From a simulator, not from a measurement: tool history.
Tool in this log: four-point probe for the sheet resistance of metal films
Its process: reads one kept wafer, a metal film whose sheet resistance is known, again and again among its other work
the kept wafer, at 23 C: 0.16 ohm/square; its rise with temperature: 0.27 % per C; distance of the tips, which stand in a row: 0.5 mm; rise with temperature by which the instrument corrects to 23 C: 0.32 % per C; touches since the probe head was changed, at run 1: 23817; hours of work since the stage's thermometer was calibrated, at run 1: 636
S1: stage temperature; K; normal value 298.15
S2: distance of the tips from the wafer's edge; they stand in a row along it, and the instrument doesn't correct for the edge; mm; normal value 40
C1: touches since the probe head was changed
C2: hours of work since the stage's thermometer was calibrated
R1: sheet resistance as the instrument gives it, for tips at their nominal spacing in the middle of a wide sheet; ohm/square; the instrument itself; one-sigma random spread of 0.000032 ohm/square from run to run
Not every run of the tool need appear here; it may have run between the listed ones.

run    hour      S1  S2      C1    C2        R1
  1     0.0  298.15  40   23817   636  0.159767
  2    70.9  298.15  16   27725   685  0.159749
  3   111.4  298.15  16   29962   713  0.159652
  4   184.8  298.15  16   34007   763  0.159592
  5   248.7  298.15  16   37530   807  0.159515
  6   292.0  298.15  40   39918   837  0.159348
  7   381.7  298.15  40   44865   899  0.159327
  8   457.6  298.15   3   49053   951  0.161541
  9   539.7  298.15  40   53579  1008  0.159024
 10   629.6  298.15  23   58538  1070  0.158976
 11   681.8  298.15  40   61415  1106  0.158913
 12   770.6  299.15  40   66313  1167  0.158686
 13   816.1  299.15  40   68822  1198  0.158644
 14   903.6  299.15  40   73649  1258  0.158512
 15   995.3  299.15  40   78705  1321  0.158427
 16  1053.2  299.15  40   81900  1361  0.158403
 17  1133.6  299.15  40   86334  1417  0.158257
 18  1199.9  299.15  40   89989  1462  0.158241
 19  1283.6  298.15  45   94603  1520  0.158187
 20  1343.3  298.15   7   97898  1561  0.158469
 21  1424.9  298.15   9  102400  1617  0.158261
     1443.1  -- new probe head fitted
 22  1485.2  298.15   9    2326  1658  0.160072
 23  1573.2  294.15   5    7175  1718  0.160819
 24  1655.0  304.15  40   11691  1775  0.159107
 25  1699.9  306.15  25   14164  1806  0.158952
 26  1759.3  306.15  25   17443  1847  0.158904
 27  1806.5  306.15  20   20042  1879  0.158888

What would each run have given without the hidden state, its run-to-run variation left as it was?
The tool's hidden condition here consists of: inner tips' distance over the nominal, %; tips' flats over new ones', %; wafer's true temperature over the reading, C; drift of the gauge itself on sheet_ohm, %.
run        R1
  1  0.159887
  2  0.159953
  3  0.159906
  4  0.159935
  5  0.159945
  6  0.159832
  7  0.159915
  8  0.162230
  9  0.159804
 10  0.159864
 11  0.159861
 12  0.159741
 13  0.159752
 14  0.159723
 15  0.159751
 16  0.159792
 17  0.159743
 18  0.159815
 19  0.159865
 20  0.160229
 21  0.160115
 22  0.160146
 23  0.161002
 24  0.159381
 25  0.159283
 26  0.159299
 27  0.159340

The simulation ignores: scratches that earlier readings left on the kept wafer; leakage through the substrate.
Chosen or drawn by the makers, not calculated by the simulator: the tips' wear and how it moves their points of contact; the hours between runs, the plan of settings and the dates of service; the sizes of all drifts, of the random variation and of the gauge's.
